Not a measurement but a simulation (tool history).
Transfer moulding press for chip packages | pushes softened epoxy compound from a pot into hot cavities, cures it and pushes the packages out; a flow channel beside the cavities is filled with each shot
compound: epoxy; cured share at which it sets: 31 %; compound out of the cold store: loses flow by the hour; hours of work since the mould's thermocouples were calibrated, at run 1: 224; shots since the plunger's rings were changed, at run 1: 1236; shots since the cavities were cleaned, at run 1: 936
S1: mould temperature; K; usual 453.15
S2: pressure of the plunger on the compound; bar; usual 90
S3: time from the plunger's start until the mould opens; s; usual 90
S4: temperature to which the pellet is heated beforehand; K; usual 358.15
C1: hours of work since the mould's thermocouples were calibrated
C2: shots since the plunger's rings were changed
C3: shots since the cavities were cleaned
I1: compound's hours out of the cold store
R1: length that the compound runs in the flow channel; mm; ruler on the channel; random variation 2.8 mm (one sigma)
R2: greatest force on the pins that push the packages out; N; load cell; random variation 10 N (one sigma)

run	hour	S1	S2	S3	S4	C1	C2	C3	I1	R1	R2
1	0	453.15	90	90	358.15	224	1236	936	21.4	782	507
2	11.4	453.15	90	90	358.15	232	1407	1107	21	786	507
# hour 19.8: cavities cleaned with cleaning compound and waxed
3	26.5	453.15	90	116	358.15	241	1611	101	25.1	769	442
4	36	453.15	90	90	358.15	248	1752	242	14.9	814	493
5	43.9	453.15	90	90	358.15	253	1870	360	21.8	775	509
6	55.8	453.15	90	90	358.15	261	2050	540	18	796	487
7	68.2	447.15	90	90	358.15	270	2235	725	33.4	754	667
8	76.6	447.15	90	90	358.15	276	2360	850	40.6	717	639
9	86.2	447.15	90	90	358.15	282	2504	994	43.1	707	635
# hour 102.1: cavities cleaned with cleaning compound and waxed
10	103.1	447.15	90	90	358.15	293	2735	16	18.9	816	670
11	116.6	447.15	90	90	358.15	302	2937	218	37.9	739	665
12	129.2	447.15	90	98	358.15	311	3125	406	31.1	760	578
13	143.5	447.15	90	98	358.15	320	3339	620	35.2	745	581
14	150.4	447.15	90	98	358.15	325	3443	724	44	705	565
15	162.7	447.15	90	124	358.15	334	3627	908	31.3	764	436
16	171.6	447.15	90	124	358.15	340	3761	1042	22.9	798	460
17	179.6	449.15	80.3	90	358.15	345	3880	1161	11.4	807	618
# hour 184.7: cavities cleaned with cleaning compound and waxed
# hour 188.1: plunger's sealing rings changed
18	196.6	451.15	91.9	82	357.15	354	128	141	38.4	723	587
19	206.2	451.15	91.9	82	362.15	361	271	284	30.7	754	602
20	215.4	451.15	91.9	82	362.15	367	410	423	31.6	750	648
21	226.5	457.15	107.5	128	358.15	375	576	589	25.9	816	410
# hour 230.7: mould's thermocouples calibrated
22	244.3	451.15	90	88	364.15	9	811	824	43.4	698	535
23	252	448.15	90	85	363.15	15	926	939	17.7	824	764
24	265	453.15	92.8	74	368.15	23	1121	1134	9.8	850	716
# hour 271.2: cavities cleaned with cleaning compound and waxed
25	278.5	449.15	104.5	80	348.15	32	1302	110	42	762	708
26	294.6	449.15	91.3	90	354.15	43	1543	351	34.4	743	582
27	303.7	449.15	91.3	90	354.15	49	1679	487	19.4	816	606
28	318.6	454.15	89	90	353.15	59	1901	709	10.6	829	503

5 ways to go on from here, each from the tool as it stands after run 28. What would each give?
A	326.5	453.15	84	125	358.15	65	2020	828	47.5	?	?
B	326.5	453.15	90	113	362.15	65	2020	828	8.2	?	?
C	326.5	450.15	89	82	353.15	65	2020	828	32.7	?	?
D	326.5	451.15	102.7	92	358.15	65	2020	828	37.8	?	?
E	326.5	454.15	75.7	70	362.15	65	2020	828	46.9	?	?

run	R1	R2
A	647	434
B	847	440
C	741	668
D	768	499
E	615	636
Without the tool's hidden state the same runs would have given:
run	R1	R2
A	647	429
B	848	435
C	741	660
D	768	493
E	615	628
